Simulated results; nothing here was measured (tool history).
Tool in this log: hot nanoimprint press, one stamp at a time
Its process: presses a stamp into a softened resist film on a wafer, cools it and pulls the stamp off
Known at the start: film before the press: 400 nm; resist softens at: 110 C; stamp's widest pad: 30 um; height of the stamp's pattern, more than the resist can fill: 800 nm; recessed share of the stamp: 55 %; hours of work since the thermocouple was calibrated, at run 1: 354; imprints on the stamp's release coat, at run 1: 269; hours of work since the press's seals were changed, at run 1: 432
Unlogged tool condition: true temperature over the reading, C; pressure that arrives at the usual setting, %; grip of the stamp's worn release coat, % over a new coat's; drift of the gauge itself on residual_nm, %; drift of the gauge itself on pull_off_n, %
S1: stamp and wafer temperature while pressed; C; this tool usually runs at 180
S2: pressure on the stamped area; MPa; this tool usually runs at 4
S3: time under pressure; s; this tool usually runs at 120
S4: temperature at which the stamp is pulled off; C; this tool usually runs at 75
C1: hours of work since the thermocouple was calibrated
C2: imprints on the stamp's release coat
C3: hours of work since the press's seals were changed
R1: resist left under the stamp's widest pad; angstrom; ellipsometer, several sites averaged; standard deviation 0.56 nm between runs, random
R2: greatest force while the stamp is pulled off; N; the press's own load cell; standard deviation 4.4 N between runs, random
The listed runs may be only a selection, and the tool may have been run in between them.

Run 1, day 0: usual settings; C1 354; C2 269; C3 432. Result: R1 2230 angstrom, R2 247 N.
Run 2, day 1.388: usual settings; C1 376; C2 376; C3 455. Result: R1 2229 angstrom, R2 237 N.
At day 2.188: plate thermocouple calibrated.
Run 3, day 3.558: usual settings; C1 22; C2 533; C3 487. Result: R1 2083 angstrom, R2 256 N.
Run 4, day 4.471: usual settings; C1 36; C2 604; C3 502. Result: R1 2099 angstrom, R2 265 N.
Run 5, day 5.912: usual settings but S4 80 C; C1 59; C2 714; C3 525. Result: R1 2104 angstrom, R2 253 N.
Run 6, day 7.546: usual settings; C1 86; C2 840; C3 551. Result: R1 2115 angstrom, R2 293 N.
Run 7, day 9.054: usual settings; C1 110; C2 957; C3 575. Result: R1 2129 angstrom, R2 297 N.
At day 9.483: stamp cleaned and given a new release coat.
Run 8, day 10.467: usual settings but S4 60 C; C1 128; C2 76; C3 594. Result: R1 2128 angstrom, R2 283 N.
Run 9, day 11.779: usual settings but S4 60 C; C1 149; C2 177; C3 614. Result: R1 2138 angstrom, R2 305 N.
Run 10, day 13.554: usual settings but S4 60 C; C1 178; C2 314; C3 643. Result: R1 2153 angstrom, R2 320 N.
Run 11, day 15.575: usual settings; C1 210; C2 470; C3 675. Result: R1 2168 angstrom, R2 258 N.
At day 17.542: press's hydraulic seals changed and the load cell set to zero.
Run 12, day 17.983: usual settings; C1 243; C2 629; C3 7. Result: R1 2128 angstrom, R2 265 N.
Run 13, day 19.383: usual settings; C1 265; C2 737; C3 29. Result: R1 2139 angstrom, R2 273 N.
Run 14, day 20.45: usual settings; C1 282; C2 819; C3 46. Result: R1 2146 angstrom, R2 291 N.
Run 15, day 21.612: usual settings; C1 301; C2 909; C3 65. Result: R1 2149 angstrom, R2 289 N.
At day 22.617: stamp cleaned and given a new release coat.
Run 16, day 23.317: usual settings but S1 188 C, S3 81 s; C1 324; C2 54; C3 88. Result: R1 1748 angstrom, R2 219 N.
Run 17, day 24.392: usual settings but S1 175 C, S2 4.17 MPa, S3 67 s, S4 66 C; C1 341; C2 137; C3 105. Result: R1 2962 angstrom, R2 266 N.
Run 18, day 25.617: usual settings but S1 175 C, S2 4.17 MPa, S3 67 s, S4 66 C; C1 361; C2 231; C3 125. Result: R1 2972 angstrom, R2 286 N.
At day 27.508: plate thermocouple calibrated.
Run 19, day 27.817: usual settings but S1 168 C, S2 5.74 MPa, S3 168 s; C1 5; C2 391; C3 158. Result: R1 2658 angstrom, R2 258 N.
Run 20, day 29.808: usual settings but S1 174 C, S2 4.8 MPa, S3 82 s, S4 68 C; C1 37; C2 544; C3 190. Result: R1 2737 angstrom, R2 298 N.
Run 21, day 31.375: usual settings but S1 191 C, S2 2.59 MPa, S3 90 s, S4 76 C; C1 62; C2 665; C3 215. Result: R1 1878 angstrom, R2 264 N.
Run 22, day 33.292: usual settings but S1 191 C, S2 2.59 MPa, S3 86 s, S4 74 C; C1 92; C2 813; C3 246. Result: R1 1916 angstrom, R2 286 N.
Run 23, day 34.171: usual settings but S1 182 C, S2 4.94 MPa, S3 174 s, S4 64 C; C1 106; C2 881; C3 260. Result: R1 1556 angstrom, R2 359 N.
At day 35.583: stamp cleaned and given a new release coat.
Run 24, day 36.558: usual settings but S1 182 C, S2 4.94 MPa, S3 174 s, S4 82 C; C1 141; C2 75; C3 294. Result: R1 1557 angstrom, R2 191 N.
Run 25, day 37.654: usual settings but S1 182 C, S2 4.94 MPa, S3 174 s, S4 74 C; C1 158; C2 160; C3 311. Result: R1 1558 angstrom, R2 240 N.
Run 26, day 39.629: usual settings but S4 62 C; C1 190; C2 312; C3 343. Result: R1 2165 angstrom, R2 313 N.
Run 27, day 40.979: usual settings but S2 3.44 MPa, S3 133 s, S4 81 C; C1 211; C2 416; C3 364. Result: R1 2268 angstrom, R2 227 N.
Run 28, day 42.938: usual settings but S3 158 s, S4 67 C; C1 243; C2 567; C3 396. Result: R1 2007 angstrom, R2 308 N.
Run 29, day 44.592: usual settings but S1 169 C, S2 4.33 MPa, S3 65 s, S4 72 C; C1 269; C2 694; C3 422. Result: R1 3434 angstrom, R2 302 N.

3 options for the next run, each taken on its own from the tool as it stands now. Forecast them:
Run A, day 45.938: usual settings but S1 169 C, S2 3.25 MPa, S3 65 s, S4 72 C; C1 290; C2 798; C3 444. Result: R1 ?, R2 ?.
Run B, day 45.938: usual settings but S1 187 C, S2 6.29 MPa, S4 66 C; C1 290; C2 798; C3 444. Result: R1 ?, R2 ?.
Run C, day 45.938: usual settings but S2 4.75 MPa, S3 163 s, S4 66 C; C1 290; C2 798; C3 444. Result: R1 ?, R2 ?.

run    R1   R2
  A  3640  310
  B  1267  342
  C  1833  334
With the hidden condition removed and each run's random variation left untouched, the same runs would have given:
run    R1   R2
  A  3574  231
  B  1182  255
  C  1721  250

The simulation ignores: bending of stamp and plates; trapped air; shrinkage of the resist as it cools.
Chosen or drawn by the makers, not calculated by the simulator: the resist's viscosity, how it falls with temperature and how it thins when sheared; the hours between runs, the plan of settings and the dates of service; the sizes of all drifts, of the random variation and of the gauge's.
